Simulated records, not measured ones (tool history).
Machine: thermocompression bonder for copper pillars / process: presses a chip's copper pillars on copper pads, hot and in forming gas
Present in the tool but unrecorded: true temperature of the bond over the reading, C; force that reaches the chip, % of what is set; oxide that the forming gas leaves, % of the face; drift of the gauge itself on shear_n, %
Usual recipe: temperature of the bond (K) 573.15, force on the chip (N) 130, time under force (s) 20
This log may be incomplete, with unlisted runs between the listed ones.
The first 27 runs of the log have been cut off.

| run | hour | temperature of the bond (K) | force on the chip (N) | time under force (s) | hours of work since the heater was calibrated | hours of work since the force cell was calibrated | hours of work since the gas filter was changed | force that shears a chip off (N) |
|---|---|---|---|---|---|---|---|---|
| 28 | 1753.5 | 572.15 | 130 | 44 | 403 | 728 | 192 | 57.2 |
| 29 | 1820.9 | 551.15 | 87 | 48 | 431 | 755 | 219 | 34.5 |
| 30 | 1909.5 | 551.15 | 130 | 12 | 466 | 791 | 255 | 29.2 |
| 31 | 1951.6 | 580.15 | 130 | 55 | 484 | 808 | 272 | 61.7 |
| 32 | 2013.0 | 580.15 | 130 | 17 | 508 | 833 | 297 | 42.7 |
| 33 | 2098.6 | 573.15 | 79 | 12 | 543 | 868 | 332 | 23.0 |
|  | 2129.9 | forming gas filter changed |
| 34 | 2155.6 | 590.15 | 191 | 12 | 566 | 890 | 10 | 61.0 |
| 35 | 2208.5 | 555.15 | 130 | 20 | 587 | 912 | 32 | 38.2 |
| 36 | 2263.8 | 573.15 | 163 | 20 | 610 | 934 | 54 | 55.4 |
| 37 | 2339.9 | 569.15 | 154 | 27 | 641 | 965 | 85 | 55.7 |
| 38 | 2427.9 | 569.15 | 154 | 27 | 676 | 1001 | 121 | 53.5 |
| 39 | 2517.4 | 569.15 | 154 | 27 | 713 | 1037 | 157 | 51.9 |

Predict each of these 3 candidate next runs independently; none follows another, all start after run 39:
|  | 2574.9 | heater calibrated with a thermocouple chip |
| A | 2594.3 | 573.15 | 130 | 12 | 8 | 1067 | 187 | ? |
|  | 2574.9 | heater calibrated with a thermocouple chip |
| B | 2594.3 | 569.15 | 154 | 56 | 8 | 1067 | 187 | ? |
|  | 2574.9 | heater calibrated with a thermocouple chip |
| C | 2594.3 | 569.15 | 160 | 27 | 8 | 1067 | 187 | ? |

| run | force that shears a chip off (N) |
|---|---|
| A | 39.1 |
| B | 66.8 |
| C | 55.8 |
What these runs would have given with no unlogged condition in the tool:
| run | force that shears a chip off (N) |
|---|---|
| A | 42.5 |
| B | 72.0 |
| C | 60.4 |
